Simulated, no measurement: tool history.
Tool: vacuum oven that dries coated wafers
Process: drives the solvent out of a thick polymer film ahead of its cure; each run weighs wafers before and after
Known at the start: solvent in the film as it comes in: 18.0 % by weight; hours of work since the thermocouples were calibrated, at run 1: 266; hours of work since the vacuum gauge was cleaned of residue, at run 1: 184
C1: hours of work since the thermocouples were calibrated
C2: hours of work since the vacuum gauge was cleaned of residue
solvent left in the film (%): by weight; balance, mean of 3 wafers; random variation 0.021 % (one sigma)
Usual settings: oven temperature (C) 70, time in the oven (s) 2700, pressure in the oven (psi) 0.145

Run 1, hour 0.0: usual settings; C1 266; C2 184. Result: solvent left in the film (%) 1.70.
Run 2, hour 13.7: usual settings but time in the oven (s) 2040; C1 272; C2 191. Result: solvent left in the film (%) 2.61.
Run 3, hour 23.4: usual settings but time in the oven (s) 2040; C1 277; C2 195. Result: solvent left in the film (%) 2.65.
Run 4, hour 38.2: usual settings; C1 284; C2 202. Result: solvent left in the film (%) 1.65.
Run 5, hour 52.1: usual settings; C1 291; C2 209. Result: solvent left in the film (%) 1.68.
Run 6, hour 64.9: usual settings; C1 297; C2 215. Result: solvent left in the film (%) 1.73.
Run 7, hour 79.4: usual settings; C1 304; C2 222. Result: solvent left in the film (%) 1.64.
Run 8, hour 89.0: usual settings; C1 308; C2 227. Result: solvent left in the film (%) 1.67.
Run 9, hour 100.5: usual settings but oven temperature (C) 74; C1 314; C2 232. Result: solvent left in the film (%) 1.14.
Run 10, hour 108.8: usual settings but oven temperature (C) 74; C1 318; C2 236. Result: solvent left in the film (%) 1.18.
Run 11, hour 115.2: usual settings but oven temperature (C) 74; C1 321; C2 239. Result: solvent left in the film (%) 1.18.
Run 12, hour 122.2: usual settings; C1 324; C2 242. Result: solvent left in the film (%) 1.69.
Run 13, hour 137.6: usual settings but pressure in the oven (psi) 0.109; C1 331; C2 250. Result: solvent left in the film (%) 1.53.
Run 14, hour 150.2: usual settings but pressure in the oven (psi) 0.109; C1 337; C2 256. Result: solvent left in the film (%) 1.54.
Run 15, hour 164.2: usual settings but pressure in the oven (psi) 0.109; C1 344; C2 262. Result: solvent left in the film (%) 1.51.
Run 16, hour 172.4: usual settings but time in the oven (s) 4560; C1 348; C2 266. Result: solvent left in the film (%) 0.84.
Run 17, hour 184.8: usual settings but time in the oven (s) 4560; C1 354; C2 272. Result: solvent left in the film (%) 0.83.
Run 18, hour 198.7: usual settings but oven temperature (C) 78, time in the oven (s) 4560; C1 360; C2 279. Result: solvent left in the film (%) 0.46.
Run 19, hour 208.7: usual settings; C1 365; C2 283. Result: solvent left in the film (%) 1.68.
Run 20, hour 215.1: usual settings; C1 368; C2 286. Result: solvent left in the film (%) 1.66.
Run 21, hour 222.9: usual settings; C1 372; C2 290. Result: solvent left in the film (%) 1.68.
Run 22, hour 230.9: usual settings; C1 376; C2 294. Result: solvent left in the film (%) 1.73.
Run 23, hour 240.3: usual settings; C1 380; C2 298. Result: solvent left in the film (%) 1.66.
Run 24, hour 250.4: usual settings but time in the oven (s) 3900; C1 385; C2 303. Result: solvent left in the film (%) 0.98.
Run 25, hour 260.7: usual settings but oven temperature (C) 69, time in the oven (s) 1980, pressure in the oven (psi) 0.112; C1 390; C2 308. Result: solvent left in the film (%) 2.78.
At hour 263.7: oven's thermocouples calibrated.
Run 26, hour 275.3: usual settings but oven temperature (C) 69, time in the oven (s) 1980, pressure in the oven (psi) 0.112; C1 6; C2 314. Result: solvent left in the film (%) 2.74.
Run 27, hour 282.5: usual settings but time in the oven (s) 2460; C1 9; C2 318. Result: solvent left in the film (%) 1.88.
Run 28, hour 290.9: usual settings but time in the oven (s) 2460; C1 13; C2 321. Result: solvent left in the film (%) 1.88.
Run 29, hour 299.1: usual settings but oven temperature (C) 65, time in the oven (s) 1740, pressure in the oven (psi) 0.170; C1 17; C2 325. Result: solvent left in the film (%) 4.43.
Run 30, hour 313.9: usual settings but oven temperature (C) 65, time in the oven (s) 1740, pressure in the oven (psi) 0.170; C1 24; C2 332. Result: solvent left in the film (%) 4.46.
Run 31, hour 321.3: usual settings but oven temperature (C) 65, time in the oven (s) 1740, pressure in the oven (psi) 0.170; C1 27; C2 336. Result: solvent left in the film (%) 4.43.
Run 32, hour 331.9: usual settings but oven temperature (C) 61, time in the oven (s) 3060, pressure in the oven (psi) 0.136; C1 32; C2 341. Result: solvent left in the film (%) 2.77.
Run 33, hour 344.7: usual settings but oven temperature (C) 61, time in the oven (s) 3060, pressure in the oven (psi) 0.271; C1 38; C2 347. Result: solvent left in the film (%) 3.48.
At hour 350.0: oven's thermocouples calibrated, once more.
Run 34, hour 357.8: usual settings but oven temperature (C) 77, time in the oven (s) 3900, pressure in the oven (psi) 0.271; C1 4; C2 352. Result: solvent left in the film (%) 0.99.
Run 35, hour 368.5: usual settings but oven temperature (C) 64, time in the oven (s) 1620, pressure in the oven (psi) 0.271; C1 9; C2 357. Result: solvent left in the film (%) 5.82.
Run 36, hour 376.5: usual settings but oven temperature (C) 64, time in the oven (s) 1620, pressure in the oven (psi) 0.271; C1 13; C2 361. Result: solvent left in the film (%) 5.89.
Run 37, hour 385.4: usual settings but oven temperature (C) 75, pressure in the oven (psi) 0.569; C1 17; C2 365. Result: solvent left in the film (%) 2.60.
Run 38, hour 398.3: usual settings but time in the oven (s) 2520, pressure in the oven (psi) 0.110; C1 23; C2 372. Result: solvent left in the film (%) 1.96.
Run 39, hour 404.5: usual settings but time in the oven (s) 2520, pressure in the oven (psi) 0.110; C1 26; C2 375. Result: solvent left in the film (%) 1.90.
Run 40, hour 415.0: usual settings but time in the oven (s) 4380, pressure in the oven (psi) 0.110; C1 31; C2 379. Result: solvent left in the film (%) 0.82.
Run 41, hour 428.6: usual settings but time in the oven (s) 4380, pressure in the oven (psi) 0.110; C1 37; C2 386. Result: solvent left in the film (%) 0.79.
Run 42, hour 435.0: usual settings but oven temperature (C) 71, time in the oven (s) 4860, pressure in the oven (psi) 0.222; C1 40; C2 389. Result: solvent left in the film (%) 1.12.
Run 43, hour 449.0: usual settings but oven temperature (C) 71, time in the oven (s) 4860, pressure in the oven (psi) 0.222; C1 47; C2 396. Result: solvent left in the film (%) 1.12.
Run 44, hour 462.5: usual settings but oven temperature (C) 76, time in the oven (s) 1560; C1 53; C2 402. Result: solvent left in the film (%) 2.70.
Run 45, hour 469.6: usual settings but oven temperature (C) 62, time in the oven (s) 2460, pressure in the oven (psi) 0.553; C1 57; C2 405. Result: solvent left in the film (%) 5.93.
Run 46, hour 479.1: usual settings but oven temperature (C) 62, time in the oven (s) 3720, pressure in the oven (psi) 0.228; C1 61; C2 410. Result: solvent left in the film (%) 2.72.
Run 47, hour 488.3: usual settings but oven temperature (C) 62, time in the oven (s) 3720, pressure in the oven (psi) 0.228; C1 66; C2 414. Result: solvent left in the film (%) 2.73.

3 ways to go on from here, each from the tool as it stands after run 47. What would each give?
Run A, hour 497.8: usual settings but oven temperature (C) 76; C1 70; C2 419. Result: solvent left in the film (%) ?.
Run B, hour 497.8: usual settings but time in the oven (s) 2160, pressure in the oven (psi) 0.078; C1 70; C2 419. Result: solvent left in the film (%) ?.
Run C, hour 497.8: usual settings but oven temperature (C) 64, time in the oven (s) 1680, pressure in the oven (psi) 0.109; C1 70; C2 419. Result: solvent left in the film (%) ?.

run  solvent left in the film (%)
  A                          1.06
  B                          2.32
  C                          4.96
Without the tool's hidden state the same runs would have given:
run  solvent left in the film (%)
  A                          0.98
  B                          2.21
  C                          4.82
